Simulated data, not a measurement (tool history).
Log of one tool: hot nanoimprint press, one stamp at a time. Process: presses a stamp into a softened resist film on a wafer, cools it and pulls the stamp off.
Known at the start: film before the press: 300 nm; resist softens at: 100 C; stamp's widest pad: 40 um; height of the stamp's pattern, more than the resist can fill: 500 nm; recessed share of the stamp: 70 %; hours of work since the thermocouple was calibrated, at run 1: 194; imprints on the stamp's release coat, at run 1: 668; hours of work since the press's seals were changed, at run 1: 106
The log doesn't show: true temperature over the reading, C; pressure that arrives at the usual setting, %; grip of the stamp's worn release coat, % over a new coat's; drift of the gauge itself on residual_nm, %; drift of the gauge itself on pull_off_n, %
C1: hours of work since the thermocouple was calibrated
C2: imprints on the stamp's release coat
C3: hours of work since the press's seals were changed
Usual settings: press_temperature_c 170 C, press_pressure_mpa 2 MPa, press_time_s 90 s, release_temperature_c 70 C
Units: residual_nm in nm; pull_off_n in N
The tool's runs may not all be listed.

Run 1, hour 0: usual settings; C1 194; C2 668; C3 106. Result: residual_nm 120 nm, pull_off_n 175 N.
Run 2, hour 49.9: usual settings; C1 223; C2 853; C3 136. Result: residual_nm 119.9 nm, pull_off_n 182 N.
Run 3, hour 73: usual settings; C1 237; C2 938; C3 149. Result: residual_nm 120.3 nm, pull_off_n 186 N.
Run 4, hour 96.2: usual settings but press_temperature_c 172 C; C1 250; C2 1024; C3 163. Result: residual_nm 113.8 nm, pull_off_n 183 N.
At hour 149.5: stamp cleaned and given a new release coat.
Run 5, hour 149.8: usual settings but release_temperature_c 69 C; C1 278; C2 2; C3 191. Result: residual_nm 121.5 nm, pull_off_n 149 N.
Run 6, hour 190.7: usual settings but release_temperature_c 69 C; C1 302; C2 153; C3 215. Result: residual_nm 121.7 nm, pull_off_n 160 N.
Run 7, hour 217.3: usual settings but release_temperature_c 68 C; C1 318; C2 252; C3 230. Result: residual_nm 121.6 nm, pull_off_n 171 N.
At hour 259.6: plate thermocouple calibrated.
Run 8, hour 271.5: usual settings but release_temperature_c 68 C; C1 7; C2 441; C3 261. Result: residual_nm 127.3 nm, pull_off_n 177 N.
Run 9, hour 316.2: usual settings; C1 33; C2 607; C3 287. Result: residual_nm 127.4 nm, pull_off_n 177 N.
Run 10, hour 351.7: usual settings but press_pressure_mpa 1.37 MPa; C1 54; C2 738; C3 308. Result: residual_nm 156.8 nm, pull_off_n 179 N.
Run 11, hour 392.8: usual settings but press_pressure_mpa 2.11 MPa; C1 78; C2 890; C3 332. Result: residual_nm 124 nm, pull_off_n 186 N.
Run 12, hour 428.6: usual settings but press_pressure_mpa 2.11 MPa; C1 99; C2 1023; C3 353. Result: residual_nm 125.3 nm, pull_off_n 192 N.
Run 13, hour 470.8: usual settings but press_pressure_mpa 2.11 MPa, press_time_s 92 s; C1 124; C2 1179; C3 378. Result: residual_nm 125.2 nm, pull_off_n 198 N.
At hour 483.7: stamp cleaned and given a new release coat.
At hour 522.7: plate thermocouple calibrated, once more.
Run 14, hour 524.3: usual settings; C1 1; C2 139; C3 404. Result: residual_nm 119.5 nm, pull_off_n 148 N.
Run 15, hour 558.6: usual settings but press_pressure_mpa 1.46 MPa, press_time_s 80 s; C1 21; C2 266; C3 424. Result: residual_nm 147.5 nm, pull_off_n 154 N.
Run 16, hour 600.5: usual settings but press_pressure_mpa 1.46 MPa, press_time_s 80 s; C1 46; C2 421; C3 449. Result: residual_nm 147.8 nm, pull_off_n 164 N.
Run 17, hour 649.9: usual settings but press_pressure_mpa 1.46 MPa, press_time_s 105 s; C1 75; C2 604; C3 478. Result: residual_nm 136.2 nm, pull_off_n 170 N.
Run 18, hour 674.8: usual settings but press_temperature_c 167 C, press_pressure_mpa 2.99 MPa, press_time_s 145 s, release_temperature_c 58 C; C1 90; C2 697; C3 493. Result: residual_nm 89.1 nm, pull_off_n 221 N.
Run 19, hour 697.2: usual settings but press_temperature_c 178 C, press_pressure_mpa 1.44 MPa, press_time_s 167 s, release_temperature_c 77 C; C1 103; C2 780; C3 506. Result: residual_nm 94.4 nm, pull_off_n 150 N.
Run 20, hour 746.5: usual settings but press_pressure_mpa 2.91 MPa; C1 132; C2 962; C3 535. Result: residual_nm 98.5 nm, pull_off_n 183 N.
Run 21, hour 773.8: usual settings but press_pressure_mpa 2.91 MPa; C1 148; C2 1063; C3 551. Result: residual_nm 98 nm, pull_off_n 187 N.
At hour 817.4: stamp cleaned and given a new release coat.
Run 22, hour 831.9: usual settings but press_pressure_mpa 2.91 MPa; C1 178; C2 54; C3 582. Result: residual_nm 99.5 nm, pull_off_n 150 N.
Run 23, hour 872: usual settings but press_pressure_mpa 2.91 MPa; C1 202; C2 203; C3 605. Result: residual_nm 99.2 nm, pull_off_n 157 N.
Run 24, hour 919.6: usual settings but press_pressure_mpa 2.91 MPa; C1 230; C2 379; C3 633. Result: residual_nm 99.7 nm, pull_off_n 167 N.
Run 25, hour 971.5: usual settings but press_temperature_c 158 C, press_pressure_mpa 2.24 MPa, release_temperature_c 71 C; C1 261; C2 571; C3 664. Result: residual_nm 169.9 nm, pull_off_n 168 N.
Run 26, hour 1015.2: usual settings but press_temperature_c 158 C, press_pressure_mpa 2.24 MPa, press_time_s 146 s, release_temperature_c 63 C; C1 286; C2 733; C3 689. Result: residual_nm 148.6 nm, pull_off_n 204 N.
Run 27, hour 1039.1: usual settings but press_temperature_c 164 C, press_pressure_mpa 2.83 MPa, press_time_s 47 s, release_temperature_c 73 C; C1 300; C2 822; C3 704. Result: residual_nm 154.3 nm, pull_off_n 169 N.
Run 28, hour 1078.8: usual settings but press_pressure_mpa 1.74 MPa; C1 324; C2 969; C3 727. Result: residual_nm 136.1 nm, pull_off_n 184 N.

Measured less the same run without the tool's hidden state. The same run-to-run variation is in both; the gauge's scatter may not be:
run  residual_nm  pull_off_n
  1         +3.8         +26
  2         +4.4         +34
  3         +4.7         +37
  4         +4.7         +39
  5         +5.6          +4
  6         +6.1         +10
  7         +6.5         +14
  8        +10.1         +24
  9        +10.7         +30
 10        +12.1         +35
 11        +11.5         +41
 12        +12.1         +46
 13        +12.7         +52
 14         +2.5          +5
 15         +2.6         +10
 16         +3.2         +16
 17         +3.7         +23
 18         +4.6         +32
 19         +3.1         +25
 20         +5.7         +36
 21           +6         +40
 22         +6.8          +5
 23         +7.2         +11
 24         +7.8         +18
 25        +11.9         +24
 26        +11.9         +35
 27        +13.2         +32
 28         +9.9         +39
